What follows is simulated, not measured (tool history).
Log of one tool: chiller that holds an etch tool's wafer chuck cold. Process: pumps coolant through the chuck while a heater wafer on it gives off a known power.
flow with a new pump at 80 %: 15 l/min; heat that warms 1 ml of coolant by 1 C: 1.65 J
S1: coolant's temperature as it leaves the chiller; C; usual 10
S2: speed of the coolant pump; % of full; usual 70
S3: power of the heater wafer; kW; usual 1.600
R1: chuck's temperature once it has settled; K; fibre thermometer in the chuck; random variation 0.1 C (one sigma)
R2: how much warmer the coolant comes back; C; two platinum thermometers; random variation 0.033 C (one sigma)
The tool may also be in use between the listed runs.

run 1 hour=0.0 | S1=10 S2=70 S3=1.600 | R1=300.85 R2=4.53
run 2 hour=76.8 | S1=10 S2=70 S3=1.600 | R1=300.95 R2=4.50
run 3 hour=211.1 | S1=10 S2=70 S3=1.600 | R1=300.95 R2=4.54
run 4 hour=348.6 | S1=10 S2=70 S3=1.600 | R1=300.85 R2=4.49
run 5 hour=497.7 | S1=10 S2=70 S3=0.993 | R1=294.05 R2=2.76
run 6 hour=600.9 | S1=10 S2=96 S3=0.993 | R1=291.65 R2=1.98
run 7 hour=715.1 | S1=10 S2=96 S3=0.846 | R1=290.35 R2=1.66
run 8 hour=810.1 | S1=10 S2=70 S3=1.600 | R1=300.85 R2=4.47
run 9 hour=956.5 | S1=10 S2=70 S3=2.078 | R1=306.05 R2=5.83
run 10 hour=1055.3 | S1=7 S2=62 S3=1.466 | R1=298.05 R2=4.73
run 11 hour=1146.8 | S1=7 S2=99 S3=1.876 | R1=295.55 R2=3.56
-- hour=1204.1 chiller's thermometer calibrated
run 12 hour=1236.2 | S1=18 S2=68 S3=0.951 | R1=301.95 R2=2.76
run 13 hour=1327.7 | S1=18 S2=86 S3=2.092 | R1=310.65 R2=4.72

Forecast run 14:
run 14 hour=1432.2 | S1=18 S2=86 S3=2.092 | R1=? R2=?

R1: 310.45 K
R2: 4.67 C
Without the tool's hidden state the same run would have given R1 310.45 K, R2 4.67 C.

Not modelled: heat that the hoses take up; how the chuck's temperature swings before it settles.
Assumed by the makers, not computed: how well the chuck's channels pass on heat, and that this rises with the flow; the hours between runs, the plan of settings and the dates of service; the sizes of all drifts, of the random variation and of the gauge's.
